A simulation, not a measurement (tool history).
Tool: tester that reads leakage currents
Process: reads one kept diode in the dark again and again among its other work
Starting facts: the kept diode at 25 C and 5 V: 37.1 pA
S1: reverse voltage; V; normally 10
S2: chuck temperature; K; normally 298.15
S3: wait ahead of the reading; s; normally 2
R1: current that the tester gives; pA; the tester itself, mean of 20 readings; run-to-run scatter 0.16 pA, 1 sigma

run 1 hour=0 | S1=10 S2=298.15 S3=2 | R1=45.06
run 2 hour=199.4 | S1=4 S2=298.15 S3=2 | R1=31.06
run 3 hour=336.9 | S1=10 S2=309.15 S3=2 | R1=98.53
run 4 hour=457.8 | S1=1.2 S2=298.15 S3=2 | R1=22.23
run 5 hour=609.7 | S1=1.2 S2=298.15 S3=2 | R1=21.75
run 6 hour=804.5 | S1=1.2 S2=298.15 S3=2 | R1=20.74
run 7 hour=929.9 | S1=1.2 S2=298.15 S3=2 | R1=20.3
run 8 hour=1081.5 | S1=1.2 S2=298.15 S3=2 | R1=19.86
run 9 hour=1261.9 | S1=1.2 S2=298.15 S3=2 | R1=19.47
run 10 hour=1370.2 | S1=1.2 S2=298.15 S3=2 | R1=19.21
run 11 hour=1480.3 | S1=1.1 S2=293.15 S3=2 | R1=12.38
run 12 hour=1653 | S1=1.1 S2=293.15 S3=2 | R1=14.85
run 13 hour=1796.5 | S1=10 S2=298.15 S3=1.43 | R1=53.64
run 14 hour=1984 | S1=10 S2=310.15 S3=2 | R1=119.9
run 15 hour=2170 | S1=5.7 S2=298.15 S3=0.57 | R1=41.48
run 16 hour=2283.3 | S1=5.7 S2=298.15 S3=0.57 | R1=41.31
run 17 hour=2517.2 | S1=5.7 S2=298.15 S3=0.57 | R1=40.38

Taken out of this log: 3 entries between the listed runs. Where each belongs, and how the hidden state differs across it:
Between runs 3 and 4: chuck's temperature calibrated (hour 393.3)
  stray current of the dirty probe card, pA a volt: 0.106 -> 0.136; current scale over the true one, %: 2.36 -> 2.42; true chuck temperature over the reading, C: -2.12 -> -0.26
  measured value less the no-hidden-state value, R1: -12.65 -> +0.23 pA
Between runs 5 and 6: tester calibrated (hour 794)
  stray current of the dirty probe card, pA a volt: 0.174 -> 0.218; current scale over the true one, %: 2.5 -> 0.01; true chuck temperature over the reading, C: -0.55 -> -0.93
  measured value less the no-hidden-state value, R1: -0.2 -> -1.3 pA
Between runs 11 and 12: chuck's temperature calibrated (hour 1644.5)
  stray current of the dirty probe card, pA a volt: 0.38 -> 0.421; current scale over the true one, %: 0.36 -> 0.44; true chuck temperature over the reading, C: -2.2 -> 0.08
  measured value less the no-hidden-state value, R1: -1.87 -> +0.6 pA
